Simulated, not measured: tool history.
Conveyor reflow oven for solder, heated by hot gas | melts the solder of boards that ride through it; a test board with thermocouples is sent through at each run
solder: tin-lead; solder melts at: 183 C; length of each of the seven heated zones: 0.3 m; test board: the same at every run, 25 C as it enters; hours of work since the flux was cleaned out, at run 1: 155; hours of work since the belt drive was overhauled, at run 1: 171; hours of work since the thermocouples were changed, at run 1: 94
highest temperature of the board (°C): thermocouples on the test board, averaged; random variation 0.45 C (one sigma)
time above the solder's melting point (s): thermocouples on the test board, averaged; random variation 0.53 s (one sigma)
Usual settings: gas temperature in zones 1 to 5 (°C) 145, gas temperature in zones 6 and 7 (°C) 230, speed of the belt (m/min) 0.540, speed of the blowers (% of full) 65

run,day,gas temperature in zones 1 to 5 (°C),gas temperature in zones 6 and 7 (°C),speed of the belt (m/min),speed of the blowers (% of full),hours of work since the flux was cleaned out,hours of work since the belt drive was overhauled,hours of work since the thermocouples were changed,highest temperature of the board (°C),time above the solder's melting point (s)
1,0.000,145,230,0.540,65,155,171,94,210.1,46.6
2,0.329,145,230,0.540,65,160,176,99,210.4,46.6
3,0.492,145,230,0.540,65,162,178,101,210.2,46.2
4,0.667,145,230,0.540,65,165,181,104,210.6,46.5
5,1.046,145,230,0.540,65,170,186,109,210.5,46.6
# day 1.396: flux residue cleaned out of gas plates and filters
6,1.450,145,230,0.540,65,1,189,112,210.5,46.2
7,1.662,145,230,0.482,65,4,192,115,213.5,55.6
8,2.050,145,230,0.482,65,10,198,121,213.5,55.3
9,2.354,145,230,0.482,65,14,203,126,213.3,55.9
# day 2.883: flux residue cleaned out of gas plates and filters, once more
10,2.883,145,230,0.506,65,0,207,131,212.9,52.4
11,3.171,145,230,0.506,65,4,212,135,213.8,52.2
12,3.533,145,230,0.506,65,10,217,140,212.9,51.7
13,3.742,137,230,0.540,65,13,220,143,210.3,43.8
14,4.017,137,230,0.540,65,17,224,147,209.6,42.9
15,4.283,145,230,0.502,65,21,228,151,213.5,54.2
16,4.638,145,230,0.502,65,26,234,157,213.4,53.9
17,5.004,143,230,0.479,57,32,239,162,213.1,54.6
18,5.254,143,230,0.479,57,35,243,166,213.7,54.6
19,5.646,133,222,0.476,65,41,249,172,205.7,45.0
20,5.808,133,222,0.476,56,44,251,174,203.3,42.1
21,6.062,133,235,0.487,50,47,255,178,212.7,49.5
22,6.242,133,235,0.487,50,50,257,180,212.6,48.1
23,6.462,142,239,0.576,76,53,261,184,217.9,48.3
24,6.696,145,230,0.545,65,57,264,187,211.4,45.7
25,7.067,145,230,0.545,65,62,270,193,210.4,46.2
26,7.412,145,240,0.459,81,67,275,198,226.7,68.7
27,7.650,145,219,0.462,65,71,278,201,205.9,50.6
28,8.017,145,230,0.556,52,76,284,207,206.5,40.4
29,8.350,159,230,0.556,82,81,289,212,215.8,55.2
30,8.588,156,227,0.620,58,85,292,215,205.9,37.7
31,8.979,156,227,0.598,53,91,298,221,205.3,38.8

3 ways to go on from here, each from the tool as it stands after run 31. What would each give?
A,9.312,145,230,0.458,65,96,303,226,?,?
B,9.312,156,227,0.532,53,96,303,226,?,?
C,9.312,156,227,0.598,85,96,303,226,?,?

run,highest temperature of the board (°C),time above the solder's melting point (s)
A,215.5,61.4
B,208.7,50.1
C,210.9,46.4
Without the tool's hidden state the same runs would have given:
run,highest temperature of the board (°C),time above the solder's melting point (s)
A,216.6,62.0
B,209.7,50.8
C,212.1,47.0
